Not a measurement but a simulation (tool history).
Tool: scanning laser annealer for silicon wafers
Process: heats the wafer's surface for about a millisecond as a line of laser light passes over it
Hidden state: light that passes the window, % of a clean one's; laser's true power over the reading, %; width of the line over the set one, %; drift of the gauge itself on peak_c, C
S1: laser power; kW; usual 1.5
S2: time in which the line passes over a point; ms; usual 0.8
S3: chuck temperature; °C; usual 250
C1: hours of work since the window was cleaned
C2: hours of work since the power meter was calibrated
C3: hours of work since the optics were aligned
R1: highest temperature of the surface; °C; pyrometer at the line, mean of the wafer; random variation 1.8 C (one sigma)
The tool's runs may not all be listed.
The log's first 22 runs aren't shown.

run	hour	S1	S2	S3	C1	C2	C3	R1
23	474.5	1.55	0.864	242	253	341	636	1034
24	499.9	1.5	0.584	250	269	357	651	860
25	523.8	1.5	0.584	250	284	372	666	857
26	537.9	1.36	0.646	213	292	380	675	788
# hour 542.3: laser's power meter calibrated
27	562.2	1.588	0.771	285	306	12	688	1044
28	579.5	1.5	0.735	250	316	23	699	947
29	603.3	1.5	0.735	250	331	38	714	940
# hour 619.1: laser's power meter calibrated, once more
30	619.8	1.55	0.8	250	340	0	722	994
31	639.1	1.5	0.992	250	352	12	734	1063
32	655	1.5	0.8	212	362	22	744	929
33	677.8	1.5	0.629	250	376	37	758	873
34	704.2	1.329	0.8	250	392	53	775	870
35	716.6	1.329	0.8	250	400	61	783	867
36	745.1	1.511	0.833	250	418	78	800	983
37	758.6	1.608	0.866	250	426	87	809	1057
38	774.2	1.313	0.934	272	436	97	818	932
39	797.2	1.313	0.934	272	450	111	833	934
40	818.4	1.456	0.607	261	463	124	846	846

Forecast each of these 4 alternatives for the next run:
A	839.7	1.5	0.669	271	477	137	859	?
B	839.7	1.5	0.8	239	477	137	859	?
C	839.7	1.456	0.922	261	477	137	859	?
D	839.7	1.498	0.8	213	477	137	859	?

run	R1
A	910
B	945
C	1001
D	917
Without the tool's hidden state the same runs would have given:
run	R1
A	955
B	995
C	1054
D	967
